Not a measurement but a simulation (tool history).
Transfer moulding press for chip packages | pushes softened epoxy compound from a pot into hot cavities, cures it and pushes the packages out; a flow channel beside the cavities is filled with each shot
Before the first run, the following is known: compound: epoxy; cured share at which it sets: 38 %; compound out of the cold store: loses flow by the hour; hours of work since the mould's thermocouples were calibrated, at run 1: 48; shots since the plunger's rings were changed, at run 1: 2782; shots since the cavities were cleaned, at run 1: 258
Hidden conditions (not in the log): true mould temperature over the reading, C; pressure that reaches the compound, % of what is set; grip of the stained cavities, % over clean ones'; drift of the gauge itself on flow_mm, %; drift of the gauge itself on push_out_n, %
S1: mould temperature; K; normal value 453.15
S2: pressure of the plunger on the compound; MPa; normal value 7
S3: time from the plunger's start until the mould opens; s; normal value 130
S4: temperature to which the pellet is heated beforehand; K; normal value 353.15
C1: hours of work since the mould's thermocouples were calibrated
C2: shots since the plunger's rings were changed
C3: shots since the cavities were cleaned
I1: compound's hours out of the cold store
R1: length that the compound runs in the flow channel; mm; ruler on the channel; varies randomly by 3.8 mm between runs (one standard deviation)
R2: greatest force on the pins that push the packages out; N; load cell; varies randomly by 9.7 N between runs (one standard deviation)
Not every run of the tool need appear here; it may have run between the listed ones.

run   hour      S1    S2   S3      S4   C1    C2   C3    I1   R1   R2
  1      0  453.15     7  130  353.15   48  2782  258     9  689  442
  2   11.5  453.15     7  130  353.15   54  2876  352  18.4  662  436
  3   22.7  453.15     7  130  353.15   60  2969  445  27.9  626  449
  4   29.8  453.15     7  130  353.15   64  3028  504  27.6  624  445
  5   40.2  453.15     7  130  353.15   69  3114  590    45  569  410
  6   52.4  453.15     7  130  353.15   76  3214  690  32.1  610  442
  7   59.6  453.15     7  130  353.15   80  3274  750  13.9  668  447
      66.9  -- cavities cleaned with cleaning compound and waxed
  8   75.3  453.15     7  130  353.15   87  3391   70    15  666  450
  9   82.3  453.15     7  130  353.15   91  3448  127  11.3  683  459
 10   95.3  453.15     7  130  353.15   98  3556  235  42.7  578  431
 11  107.1  453.15     7  130  353.15  104  3653  332  46.1  572  416
 12  116.2  453.15     7  130  353.15  109  3728  407  40.3  586  437
 13  126.1  453.15     7  130  353.15  114  3810  489  26.2  631  444
 14  134.5  453.15     7  130  357.15  118  3879  558  16.3  656  437
 15  147.6  456.15     7  130  362.15  125  3988  667  36.3  595  384
 16  154.8  453.15  6.05  130  353.15  129  4047  726  21.2  601  436
     164.5  -- cavities cleaned with cleaning compound and waxed
 17  167.7  449.15  7.32  112  346.15  135  4141   27  24.6  666  745
 18  174.5  449.15  7.32  112  346.15  139  4197   83  44.6  593  672
 19  184.1  459.15  5.93  162  356.15  144  4276  162  20.8  582  370
 20    192  446.15  8.54  150  353.15  148  4342  228  37.8  677  506
 21  201.8  454.15  8.46  153  353.15  153  4423  309  31.9  669  402
 22  213.6  454.15  8.46  158  353.15  159  4520  406  40.2  640  380
 23  220.7  453.15     7  130  355.15  163  4578  464  22.5  643  438
 24  231.8  453.15   6.1  164  355.15  169  4670  556  15.3  622  390
 25  242.9  453.15     7  130  358.15  175  4762  648    48  568  417
 26    256  453.15  5.94  153  361.15  182  4870  756  23.3  591  399
     262.2  -- cavities cleaned with cleaning compound and waxed
 27    271  453.15  5.94  153  361.15  189  4981   73  34.5  557  400
 28    282  453.15     7  128  345.15  195  5072  164  43.3  572  450

What differs in the tool's unlogged condition from the final listed run ahead of each entry between runs to the first listed run following it?
Between runs 7 and 8: cavities cleaned with cleaning compound and waxed (hour 66.9)
  grip of the stained cavities, % over clean ones': 0.9 -> 0.2
Between runs 16 and 17: cavities cleaned with cleaning compound and waxed (hour 164.5)
  grip of the stained cavities, % over clean ones': 0.9 -> 0.1
Between runs 26 and 27: cavities cleaned with cleaning compound and waxed (hour 262.2)
  grip of the stained cavities, % over clean ones': 0.9 -> 0.2
